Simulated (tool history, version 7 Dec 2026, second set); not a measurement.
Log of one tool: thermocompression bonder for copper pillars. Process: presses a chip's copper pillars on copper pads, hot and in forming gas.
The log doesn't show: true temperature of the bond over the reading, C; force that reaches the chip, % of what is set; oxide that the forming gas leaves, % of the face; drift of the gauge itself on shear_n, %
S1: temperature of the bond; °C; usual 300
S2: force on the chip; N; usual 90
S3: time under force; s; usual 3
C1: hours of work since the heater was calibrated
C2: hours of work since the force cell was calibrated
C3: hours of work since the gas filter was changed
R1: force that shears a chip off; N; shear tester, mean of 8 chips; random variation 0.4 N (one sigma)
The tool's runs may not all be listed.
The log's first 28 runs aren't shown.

| run | hour | S1 | S2 | S3 | C1 | C2 | C3 | R1 |
|---|---|---|---|---|---|---|---|---|
| 29 | 484.0 | 320 | 129 | 2 | 793 | 78 | 269 | 55.6 |
| 30 | 498.7 | 319 | 130 | 2 | 804 | 89 | 279 | 54.5 |
| 31 | 512.2 | 281 | 95 | 5 | 814 | 99 | 289 | 39.1 |
| 32 | 527.5 | 323 | 135 | 3 | 825 | 111 | 301 | 65.5 |
|  | 541.0 | heater calibrated with a thermocouple chip |
| 33 | 546.2 | 329 | 90 | 3 | 4 | 123 | 313 | 55.3 |
| 34 | 558.1 | 293 | 90 | 4 | 13 | 132 | 322 | 37.9 |
| 35 | 575.8 | 289 | 90 | 4 | 26 | 145 | 335 | 34.7 |
| 36 | 591.9 | 327 | 90 | 4 | 38 | 157 | 347 | 58.7 |
| 37 | 604.0 | 327 | 90 | 4 | 47 | 166 | 356 | 58.7 |
| 38 | 621.4 | 327 | 90 | 4 | 59 | 178 | 369 | 59.0 |
| 39 | 634.5 | 327 | 90 | 4 | 69 | 188 | 378 | 58.9 |

Forecast each of these 3 alternatives for the next run:
| A | 646.2 | 300 | 79 | 6 | 78 | 197 | 387 | ? |
| B | 646.2 | 327 | 105 | 6 | 78 | 197 | 387 | ? |
| C | 646.2 | 277 | 90 | 3 | 78 | 197 | 387 | ? |

| run | R1 |
|---|---|
| A | 46.2 |
| B | 69.7 |
| C | 25.7 |
Without the tool's hidden state the same runs would have given:
| run | R1 |
|---|---|
| A | 49.3 |
| B | 74.2 |
| C | 27.4 |
